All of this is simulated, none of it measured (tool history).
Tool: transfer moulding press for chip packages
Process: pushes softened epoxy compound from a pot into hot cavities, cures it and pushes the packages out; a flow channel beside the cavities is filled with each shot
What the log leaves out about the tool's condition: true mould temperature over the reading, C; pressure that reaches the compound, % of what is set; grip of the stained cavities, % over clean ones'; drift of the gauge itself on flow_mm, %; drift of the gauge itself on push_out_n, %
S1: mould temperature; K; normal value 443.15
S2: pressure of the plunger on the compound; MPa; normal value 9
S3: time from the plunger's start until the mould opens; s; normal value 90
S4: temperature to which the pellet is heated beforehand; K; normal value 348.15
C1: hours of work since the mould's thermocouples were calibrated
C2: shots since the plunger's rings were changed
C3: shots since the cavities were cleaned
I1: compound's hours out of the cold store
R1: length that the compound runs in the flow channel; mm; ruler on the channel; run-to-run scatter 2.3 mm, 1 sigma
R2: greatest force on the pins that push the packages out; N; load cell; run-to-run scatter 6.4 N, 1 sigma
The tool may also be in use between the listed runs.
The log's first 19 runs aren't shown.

run 20 hour=274.5 | S1=444.15 S2=9 S3=80 S4=352.15 | C1=8 C2=1042 C3=1138 | I1=26.9 | R1=855 R2=588
-- hour=277.1 cavities cleaned with cleaning compound and waxed
run 21 hour=291.7 | S1=444.15 S2=9 S3=80 S4=352.15 | C1=15 C2=1191 C3=139 | I1=30.5 | R1=838 R2=361
run 22 hour=309.5 | S1=440.15 S2=9 S3=80 S4=356.15 | C1=24 C2=1361 C3=309 | I1=24.5 | R1=870 R2=602
run 23 hour=327.8 | S1=440.15 S2=9 S3=80 S4=356.15 | C1=32 C2=1535 C3=483 | I1=19.6 | R1=881 R2=682
run 24 hour=337.6 | S1=438.15 S2=9 S3=80 S4=354.15 | C1=37 C2=1629 C3=577 | I1=12.8 | R1=906 R2=829
run 25 hour=356.9 | S1=438.15 S2=8.91 S3=80 S4=354.15 | C1=46 C2=1812 C3=760 | I1=29.5 | R1=840 R2=866
run 26 hour=375.9 | S1=446.15 S2=7.86 S3=72 S4=342.15 | C1=56 C2=1994 C3=942 | I1=36.5 | R1=751 R2=638
run 27 hour=392.7 | S1=446.15 S2=7.86 S3=96 S4=355.15 | C1=64 C2=2153 C3=1101 | I1=17.5 | R1=811 R2=435
-- hour=399.4 cavities cleaned with cleaning compound and waxed
run 28 hour=413.6 | S1=443.15 S2=9 S3=109 S4=344.15 | C1=73 C2=2339 C3=136 | I1=34.9 | R1=809 R2=273
run 29 hour=426.2 | S1=450.15 S2=9.72 S3=93 S4=348.15 | C1=79 C2=2459 C3=256 | I1=31.5 | R1=841 R2=314
run 30 hour=436.3 | S1=450.15 S2=9.72 S3=93 S4=348.15 | C1=84 C2=2555 C3=352 | I1=24.9 | R1=858 R2=333

3 options for the next run, each taken on its own from the tool as it stands now. Forecast them:
run A hour=447.1 | S1=436.15 S2=7.49 S3=93 S4=355.15 | C1=89 C2=2658 C3=455 | I1=15.4 | R1=? R2=?
run B hour=447.1 | S1=439.15 S2=10.76 S3=93 S4=348.15 | C1=89 C2=2658 C3=455 | I1=31.4 | R1=? R2=?
run C hour=447.1 | S1=446.15 S2=9 S3=90 S4=348.15 | C1=89 C2=2658 C3=455 | I1=18.7 | R1=? R2=?

run=A R1=811 R2=669
run=B R1=906 R2=505
run=C R1=855 R2=389
With no hidden state in the tool, these same runs would have given:
run=A R1=846 R2=372
run=B R1=946 R2=280
run=C R1=893 R2=218

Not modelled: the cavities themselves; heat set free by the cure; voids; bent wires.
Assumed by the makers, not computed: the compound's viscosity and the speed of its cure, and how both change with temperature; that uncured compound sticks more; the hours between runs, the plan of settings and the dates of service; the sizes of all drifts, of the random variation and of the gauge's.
